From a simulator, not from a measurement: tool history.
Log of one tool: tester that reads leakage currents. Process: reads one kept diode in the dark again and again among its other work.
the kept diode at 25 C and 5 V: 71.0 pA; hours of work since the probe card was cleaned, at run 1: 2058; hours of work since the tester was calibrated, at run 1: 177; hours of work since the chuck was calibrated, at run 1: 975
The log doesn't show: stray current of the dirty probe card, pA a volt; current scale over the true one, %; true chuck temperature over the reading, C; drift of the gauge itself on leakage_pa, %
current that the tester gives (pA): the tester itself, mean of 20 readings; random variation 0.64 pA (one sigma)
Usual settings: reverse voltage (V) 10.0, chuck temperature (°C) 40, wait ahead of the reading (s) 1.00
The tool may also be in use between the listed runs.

run	hour	reverse voltage (V)	chuck temperature (°C)	wait ahead of the reading (s)	hours of work since the probe card was cleaned	hours of work since the tester was calibrated	hours of work since the chuck was calibrated	current that the tester gives (pA)
1	0.0	10.0	40	1.00	2058	177	975	296.48
2	139.8	10.0	40	1.00	2166	285	1083	296.00
3	323.7	10.0	21	1.00	2308	428	1225	80.17
# hour 392.7: chuck's temperature calibrated
4	482.5	10.0	40	1.00	2430	549	70	305.42
5	642.0	10.0	40	1.00	2553	673	193	305.27
6	756.3	10.0	40	1.00	2642	761	282	304.07
7	893.3	10.0	40	1.00	2748	867	388	301.38
8	1065.4	10.0	40	1.00	2881	1000	521	300.80
9	1273.1	10.0	40	1.00	3042	1161	682	298.46
10	1423.0	10.0	40	1.00	3158	1277	798	297.05
11	1511.9	10.0	40	1.00	3227	1346	867	298.58
12	1673.9	10.0	40	1.00	3352	1472	992	295.60
13	1848.1	10.0	40	1.00	3487	1607	1127	295.04
14	2023.6	10.0	40	1.00	3623	1743	1263	292.80
# hour 2040.1: chuck's temperature calibrated
15	2115.3	10.0	40	1.00	3693	1812	58	311.95
16	2292.3	10.0	40	1.00	3830	1949	195	309.45
# hour 2381.6: probe card cleaned and baked
17	2381.6	10.0	40	1.00	0	2016	262	301.55
18	2488.6	10.0	40	1.00	83	2099	345	300.95
19	2696.6	10.0	40	1.00	244	2260	506	299.46
20	2820.0	10.0	40	1.00	340	2355	602	297.34
21	3018.5	10.0	40	1.00	493	2509	755	295.96
22	3217.1	10.5	40	1.00	647	2663	909	301.81
23	3416.1	10.0	40	1.49	801	2817	1063	291.48
24	3614.2	7.7	29	1.23	955	2971	1217	117.05
# hour 3697.1: chuck's temperature calibrated
25	3754.5	7.7	29	1.23	1062	3078	44	125.19
26	3955.2	7.7	29	1.23	1217	3233	200	124.42
27	4091.7	3.5	55	1.00	1323	3339	306	438.41
28	4216.3	18.4	44	1.89	1419	3435	402	559.20
29	4372.0	15.2	58	0.36	1540	3556	523	1196.96
30	4506.7	1.1	58	2.41	1644	3660	627	269.12
31	4638.8	1.1	58	2.41	1747	3763	729	267.78
32	4825.5	1.5	58	8.43	1891	3907	874	318.52
33	4991.2	1.5	58	8.43	2020	4036	1002	316.89
34	5121.7	9.1	58	0.38	2121	4137	1103	872.01
35	5242.7	9.1	58	0.38	2214	4230	1197	870.66
# hour 5355.4: chuck's temperature calibrated
36	5447.1	9.1	58	0.38	2371	4387	71	905.75
37	5624.5	2.4	58	0.42	2508	4524	208	425.23
38	5742.8	2.4	58	0.42	2600	4616	300	420.92
39	5882.5	2.4	58	0.42	2708	4724	408	419.41

3 ways to go on from here, each from the tool as it stands after run 39. What would each give?
A	5998.6	1.5	23	3.93	2798	4814	498	?
B	5998.6	7.2	22	0.87	2798	4814	498	?
C	5998.6	1.4	26	1.00	2798	4814	498	?

run	current that the tester gives (pA)
A	31.28
B	74.21
C	37.63
Without the tool's hidden state the same runs would have given:
run	current that the tester gives (pA)
A	30.95
B	70.72
C	37.49
